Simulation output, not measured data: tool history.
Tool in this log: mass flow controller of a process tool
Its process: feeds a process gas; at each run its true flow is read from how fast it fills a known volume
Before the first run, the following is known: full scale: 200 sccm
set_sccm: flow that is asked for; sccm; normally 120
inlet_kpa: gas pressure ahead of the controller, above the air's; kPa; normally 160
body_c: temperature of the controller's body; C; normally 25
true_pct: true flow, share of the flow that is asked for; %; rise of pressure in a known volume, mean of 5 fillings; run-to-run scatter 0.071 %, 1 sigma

| run | hour | set_sccm | inlet_kpa | body_c | true_pct |
|---|---|---|---|---|---|
| 1 | 0.0 | 120 | 160 | 25 | 99.72 |
| 2 | 42.2 | 120 | 160 | 25 | 99.59 |
| 3 | 124.0 | 120 | 160 | 25 | 99.57 |
| 4 | 197.7 | 120 | 160 | 25 | 99.43 |
| 5 | 276.4 | 120 | 160 | 25 | 99.22 |
| 6 | 331.5 | 120 | 160 | 25 | 99.20 |
| 7 | 387.9 | 120 | 160 | 25 | 99.01 |
| 8 | 463.9 | 120 | 160 | 25 | 99.03 |
| 9 | 523.6 | 120 | 160 | 25 | 98.91 |
| 10 | 594.9 | 120 | 160 | 25 | 98.76 |
| 11 | 641.9 | 120 | 160 | 25 | 98.71 |
| 12 | 718.5 | 120 | 160 | 25 | 98.52 |
| 13 | 760.9 | 120 | 160 | 25 | 98.56 |
| 14 | 836.3 | 120 | 160 | 25 | 98.28 |
| 15 | 878.3 | 120 | 160 | 25 | 98.23 |
| 16 | 941.4 | 57 | 160 | 25 | 97.74 |
| 17 | 1003.4 | 57 | 160 | 25 | 97.62 |
| 18 | 1059.0 | 57 | 160 | 25 | 97.53 |
| 19 | 1135.8 | 57 | 160 | 25 | 97.35 |
| 20 | 1180.3 | 42 | 165 | 38 | 96.10 |
| 21 | 1216.7 | 43 | 165 | 38 | 95.98 |
| 22 | 1282.2 | 33 | 249 | 23 | 96.74 |
| 23 | 1334.0 | 33 | 249 | 23 | 96.50 |
| 24 | 1402.9 | 24 | 188 | 37 | 95.48 |
| 25 | 1441.0 | 147 | 178 | 24 | 97.45 |
| 26 | 1485.4 | 147 | 261 | 30 | 96.09 |
|  | 1529.1 | gauge calibrated |
| 27 | 1542.5 | 147 | 261 | 30 | 98.77 |
| 28 | 1592.1 | 147 | 225 | 30 | 98.83 |
| 29 | 1657.2 | 36 | 222 | 24 | 98.68 |
| 30 | 1704.7 | 172 | 222 | 25 | 99.35 |
| 31 | 1764.2 | 172 | 222 | 25 | 99.27 |

The logged runs with the hidden state left out (each run's random variation unchanged):
Hidden state at play: flow at rest that the sensor doesn't see, % of full scale; true flow over the shown one, %; drift of the gauge itself on true_pct, %.
| run | true_pct |
|---|---|
| 1 | 99.72 |
| 2 | 99.66 |
| 3 | 99.79 |
| 4 | 99.78 |
| 5 | 99.71 |
| 6 | 99.78 |
| 7 | 99.69 |
| 8 | 99.85 |
| 9 | 99.84 |
| 10 | 99.81 |
| 11 | 99.84 |
| 12 | 99.79 |
| 13 | 99.90 |
| 14 | 99.75 |
| 15 | 99.77 |
| 16 | 99.39 |
| 17 | 99.39 |
| 18 | 99.39 |
| 19 | 99.34 |
| 20 | 98.15 |
| 21 | 98.09 |
| 22 | 98.98 |
| 23 | 98.83 |
| 24 | 97.91 |
| 25 | 99.99 |
| 26 | 98.68 |
| 27 | 98.80 |
| 28 | 98.94 |
| 29 | 98.91 |
| 30 | 99.66 |
| 31 | 99.68 |
